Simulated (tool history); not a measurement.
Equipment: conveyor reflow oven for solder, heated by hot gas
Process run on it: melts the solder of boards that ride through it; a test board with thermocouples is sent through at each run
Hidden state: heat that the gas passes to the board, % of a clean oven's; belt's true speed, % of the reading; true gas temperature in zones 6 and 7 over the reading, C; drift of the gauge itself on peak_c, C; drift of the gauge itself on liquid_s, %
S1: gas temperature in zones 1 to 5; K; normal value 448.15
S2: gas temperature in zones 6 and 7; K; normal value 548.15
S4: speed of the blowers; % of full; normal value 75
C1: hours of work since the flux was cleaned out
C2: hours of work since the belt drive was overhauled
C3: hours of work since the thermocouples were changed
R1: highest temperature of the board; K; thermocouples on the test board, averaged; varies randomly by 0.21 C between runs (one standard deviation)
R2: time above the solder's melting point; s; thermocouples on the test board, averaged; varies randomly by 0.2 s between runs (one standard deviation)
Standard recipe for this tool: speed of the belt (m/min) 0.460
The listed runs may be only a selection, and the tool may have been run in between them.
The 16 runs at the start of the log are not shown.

{"run": 17, "hour": 105.9, "S1": 448.15, "S2": 548.15, "speed of the belt (m/min)": 0.391, "S4": 62, "C1": 154, "C2": 193, "C3": 405, "R1": 538.75, "R2": 80.7}
{"run": 18, "hour": 110.9, "S1": 435.15, "S2": 550.15, "speed of the belt (m/min)": 0.391, "S4": 62, "C1": 156, "C2": 195, "C3": 407, "R1": 538.75, "R2": 75.6}
{"run": 19, "hour": 117.9, "S1": 448.15, "S2": 550.15, "speed of the belt (m/min)": 0.547, "S4": 62, "C1": 159, "C2": 198, "C3": 410, "R1": 529.35, "R2": 51.2}
{"run": 20, "hour": 124.6, "S1": 439.15, "S2": 558.15, "speed of the belt (m/min)": 0.532, "S4": 66, "C1": 162, "C2": 201, "C3": 413, "R1": 536.85, "R2": 54.3}
{"run": 21, "hour": 131.7, "S1": 437.15, "S2": 560.15, "speed of the belt (m/min)": 0.404, "S4": 75, "C1": 165, "C2": 204, "C3": 415, "R1": 550.35, "R2": 79.7}
{"run": 22, "hour": 139.3, "S1": 452.15, "S2": 537.15, "speed of the belt (m/min)": 0.414, "S4": 88, "C1": 168, "C2": 207, "C3": 418, "R1": 531.05, "R2": 74.0}
{"run": 23, "hour": 143.5, "S1": 463.15, "S2": 560.15, "speed of the belt (m/min)": 0.46, "S4": 75, "C1": 169, "C2": 209, "C3": 420, "R1": 549.45, "R2": 77.5}
{"run": 24, "hour": 149.3, "S1": 463.15, "S2": 560.15, "speed of the belt (m/min)": 0.46, "S4": 75, "C1": 172, "C2": 211, "C3": 422, "R1": 549.75, "R2": 77.4}
{"run": 25, "hour": 157.5, "S1": 453.15, "S2": 548.15, "speed of the belt (m/min)": 0.46, "S4": 75, "C1": 175, "C2": 214, "C3": 426, "R1": 537.25, "R2": 69.2}
{"run": 26, "hour": 162.7, "S1": 459.15, "S2": 536.15, "speed of the belt (m/min)": 0.539, "S4": 71, "C1": 177, "C2": 216, "C3": 428, "R1": 522.15, "R2": 52.0}
{"run": 27, "hour": 169.0, "S1": 440.15, "S2": 536.15, "speed of the belt (m/min)": 0.539, "S4": 52, "C1": 180, "C2": 219, "C3": 430, "R1": 512.85, "R2": 36.0}
{"run": 28, "hour": 177.8, "S1": 457.15, "S2": 536.15, "speed of the belt (m/min)": 0.477, "S4": 65, "C1": 183, "C2": 222, "C3": 434, "R1": 524.25, "R2": 60.1}
{"run": 29, "hour": 182.6, "S1": 448.15, "S2": 548.15, "speed of the belt (m/min)": 0.416, "S4": 75, "C1": 185, "C2": 224, "C3": 436, "R1": 539.25, "R2": 75.9}
{"run": 30, "hour": 187.4, "S1": 448.15, "S2": 548.15, "speed of the belt (m/min)": 0.416, "S4": 75, "C1": 187, "C2": 226, "C3": 438, "R1": 539.35, "R2": 75.7}
{"run": 31, "hour": 196.2, "S1": 448.15, "S2": 548.15, "speed of the belt (m/min)": 0.416, "S4": 75, "C1": 190, "C2": 230, "C3": 441, "R1": 539.15, "R2": 75.6}

Branching from run 31: 3 alternative next runs. What would each branch give?
{"run": "A", "hour": 202.9, "S1": 447.15, "S2": 548.15, "speed of the belt (m/min)": 0.491, "S4": 75, "C1": 193, "C2": 232, "C3": 444, "R1": "?", "R2": "?"}
{"run": "B", "hour": 202.9, "S1": 449.15, "S2": 548.15, "speed of the belt (m/min)": 0.46, "S4": 71, "C1": 193, "C2": 232, "C3": 444, "R1": "?", "R2": "?"}
{"run": "C", "hour": 202.9, "S1": 448.15, "S2": 548.15, "speed of the belt (m/min)": 0.373, "S4": 58, "C1": 193, "C2": 232, "C3": 444, "R1": "?", "R2": "?"}

run=A R1=534.45 R2=61.0
run=B R1=535.85 R2=66.6
run=C R1=538.35 R2=84.3
Take away the tool's hidden state, keep each run's random variation, and the runs would have read:
run=A R1=535.05 R2=61.3
run=B R1=536.15 R2=66.8
run=C R1=538.35 R2=84.2
